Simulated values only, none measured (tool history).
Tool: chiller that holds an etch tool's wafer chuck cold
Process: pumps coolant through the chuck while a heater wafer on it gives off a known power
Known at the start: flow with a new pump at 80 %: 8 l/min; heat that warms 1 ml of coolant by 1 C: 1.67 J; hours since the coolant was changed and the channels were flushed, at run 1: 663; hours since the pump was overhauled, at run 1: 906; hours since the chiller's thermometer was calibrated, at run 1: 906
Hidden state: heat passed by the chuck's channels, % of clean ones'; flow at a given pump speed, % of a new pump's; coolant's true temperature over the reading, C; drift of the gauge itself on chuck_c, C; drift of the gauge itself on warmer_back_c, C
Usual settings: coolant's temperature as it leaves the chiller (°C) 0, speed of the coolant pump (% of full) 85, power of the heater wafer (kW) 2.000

run	hour	coolant's temperature as it leaves the chiller (°C)	speed of the coolant pump (% of full)	power of the heater wafer (kW)	hours since the coolant was changed and the channels were flushed	hours since the pump was overhauled	hours since the chiller's thermometer was calibrated	chuck's temperature once it has settled (°C)	how much warmer the coolant comes back (C)
1	0.0	0	85	2.000	663	906	906	16.7	8.64
2	125.0	0	85	2.000	788	1031	1031	16.9	8.67
3	309.1	0	85	2.000	972	1215	1215	16.9	8.69
4	469.1	0	85	2.000	1132	1375	1375	17.0	8.70
5	581.6	0	85	2.000	1244	1488	1488	16.9	8.70
6	766.0	0	85	2.000	1429	1672	1672	16.9	8.73
7	869.6	0	85	2.000	1532	1776	1776	17.0	8.70
8	1052.7	0	85	2.000	1715	1959	1959	17.3	8.77
9	1214.0	0	88	2.000	1877	2120	2120	16.8	8.48
10	1325.4	0	88	1.763	1988	2231	2231	14.7	7.52
11	1525.2	0	88	1.763	2188	2431	2431	15.0	7.55
12	1694.3	0	88	1.763	2357	2600	2600	15.3	7.56
13	1791.8	0	85	2.000	2454	2698	2698	17.6	8.96
14	1935.4	0	85	2.000	2598	2841	2841	17.9	8.92
15	2029.8	0	85	2.000	2692	2936	2936	17.9	8.96
16	2130.4	10	85	2.000	2793	3036	3036	28.0	9.00
# hour 2182.5: chiller's thermometer calibrated
17	2252.1	10	78	2.317	2914	3157	70	32.5	11.31
18	2476.6	-9	73	2.246	3138	3382	294	14.6	11.80
19	2629.0	-4	98	2.000	3291	3534	446	12.1	7.79
20	2782.6	2	79	1.265	3444	3688	600	14.4	6.19
21	2908.5	3	66	1.328	3570	3814	726	18.6	7.92
22	3065.2	3	66	1.328	3727	3970	883	18.5	7.85
23	3218.2	3	66	1.328	3880	4123	1036	18.9	7.85
24	3389.5	-10	67	1.736	4051	4295	1207	10.4	10.21
25	3563.3	-10	63	1.736	4225	4468	1381	11.8	10.93
26	3702.5	-10	79	1.540	4364	4607	1520	5.7	7.64
27	3834.1	-10	79	1.540	4496	4739	1652	5.8	7.63
28	3980.3	-10	79	1.540	4642	4885	1798	5.9	7.65
29	4123.1	-10	79	1.540	4785	5028	1941	5.8	7.77
30	4281.6	0	83	2.304	4943	5187	2099	22.9	10.94
31	4412.0	0	83	2.304	5074	5317	2230	22.9	10.97

5 ways to go on from here, each from the tool as it stands after run 31. What would each give?
A	4561.3	0	85	1.346	5223	5466	2379	?	?
B	4561.3	-5	83	1.622	5223	5466	2379	?	?
C	4561.3	-3	95	2.304	5223	5466	2379	?	?
D	4561.3	0	75	2.000	5223	5466	2379	?	?
E	4561.3	0	83	1.579	5223	5466	2379	?	?

run	chuck's temperature once it has settled (°C)	how much warmer the coolant comes back (C)
A	13.2	6.23
B	11.2	7.75
C	17.3	9.54
D	22.0	10.63
E	15.6	7.53
Without the tool's hidden state the same runs would have given:
run	chuck's temperature once it has settled (°C)	how much warmer the coolant comes back (C)
A	10.8	5.62
B	8.3	6.99
C	13.5	8.61
D	17.9	9.60
E	12.7	6.80
